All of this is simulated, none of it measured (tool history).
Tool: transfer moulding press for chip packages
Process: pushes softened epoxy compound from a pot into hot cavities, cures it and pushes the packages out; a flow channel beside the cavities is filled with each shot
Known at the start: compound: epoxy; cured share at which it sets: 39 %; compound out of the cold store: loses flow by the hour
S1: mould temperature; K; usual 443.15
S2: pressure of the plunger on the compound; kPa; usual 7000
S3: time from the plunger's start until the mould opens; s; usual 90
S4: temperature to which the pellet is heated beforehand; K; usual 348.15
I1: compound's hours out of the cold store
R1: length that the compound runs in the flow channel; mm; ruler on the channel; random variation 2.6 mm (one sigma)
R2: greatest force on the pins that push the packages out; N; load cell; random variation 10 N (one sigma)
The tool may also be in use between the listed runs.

Run 1, hour 0: usual settings; I1 28.9. Result: R1 514 mm, R2 838 N.
At hour 3.8: cavities cleaned with cleaning compound and waxed.
Run 2, hour 22.4: usual settings; I1 31.8. Result: R1 507 mm, R2 630 N.
Run 3, hour 40.7: usual settings but S4 353.15 K; I1 29.4. Result: R1 509 mm, R2 703 N.
Run 4, hour 67.9: usual settings but S4 353.15 K; I1 30. Result: R1 505 mm, R2 800 N.
At hour 87.1: cavities cleaned with cleaning compound and waxed.
Run 5, hour 99.6: usual settings but S4 354.15 K; I1 45.4. Result: R1 460 mm, R2 591 N.
Run 6, hour 128.7: usual settings but S4 354.15 K; I1 36. Result: R1 478 mm, R2 717 N.
Run 7, hour 151.7: usual settings but S3 74 s; I1 25.6. Result: R1 507 mm, R2 1172 N.
At hour 170.4: cavities cleaned with cleaning compound and waxed.
Run 8, hour 170.4: usual settings but S1 437.15 K; I1 45.3. Result: R1 459 mm, R2 666 N.
Run 9, hour 196.9: usual settings but S1 437.15 K; I1 16.1. Result: R1 538 mm, R2 999 N.
Run 10, hour 216.1: usual settings but S1 451.15 K, S2 7160 kPa, S3 73 s; I1 46.7. Result: R1 436 mm, R2 701 N.
Run 11, hour 236: usual settings but S1 451.15 K, S2 7160 kPa, S3 73 s; I1 35.4. Result: R1 466 mm, R2 788 N.
At hour 253.6: cavities cleaned with cleaning compound and waxed.
Run 12, hour 256.6: usual settings but S1 437.15 K, S2 7160 kPa, S3 77 s, S4 339.15 K; I1 46.8. Result: R1 449 mm, R2 1017 N.
Run 13, hour 279.8: usual settings but S1 440.15 K, S2 5890 kPa, S4 356.15 K; I1 32. Result: R1 437 mm, R2 766 N.
Run 14, hour 307.9: usual settings but S1 440.15 K, S2 6310 kPa, S3 77 s, S4 347.15 K; I1 9.3. Result: R1 513 mm, R2 1407 N.
At hour 330.3: plunger's sealing rings changed.
Run 15, hour 333.5: usual settings but S2 6900 kPa; I1 24.4. Result: R1 528 mm, R2 839 N.
At hour 339.4: cavities cleaned with cleaning compound and waxed.
Run 16, hour 354.1: usual settings but S2 5610 kPa; I1 17.9. Result: R1 492 mm, R2 677 N.
Run 17, hour 371.2: usual settings but S2 5610 kPa, S3 106 s, S4 354.15 K; I1 40.7. Result: R1 431 mm, R2 613 N.
Run 18, hour 389.1: usual settings but S2 6270 kPa, S3 89 s, S4 339.15 K; I1 44.4. Result: R1 444 mm, R2 763 N.

5 ways to go on from here, each from the tool as it stands after run 18. What would each give?
Run A, hour 403.2: usual settings but S2 7690 kPa, S3 74 s; I1 45.5. Result: R1 ?, R2 ?.
Run B, hour 403.2: usual settings but S2 7160 kPa, S3 89 s, S4 339.15 K; I1 36.3. Result: R1 ?, R2 ?.
Run C, hour 403.2: usual settings but S1 442.15 K, S2 7650 kPa, S3 89 s; I1 20.2. Result: R1 ?, R2 ?.
Run D, hour 403.2: usual settings but S1 437.15 K, S2 5330 kPa, S3 116 s, S4 339.15 K; I1 33.2. Result: R1 ?, R2 ?.
Run E, hour 403.2: usual settings but S2 6270 kPa, S3 121 s, S4 346.15 K; I1 47.6. Result: R1 ?, R2 ?.

run   R1    R2
  A  495  1114
  B  499   801
  C  565   888
  D  444   739
  E  432   626
Without the tool's hidden state the same runs would have given:
run   R1   R2
  A  502  680
  B  506  495
  C  574  548
  D  451  461
  E  438  396
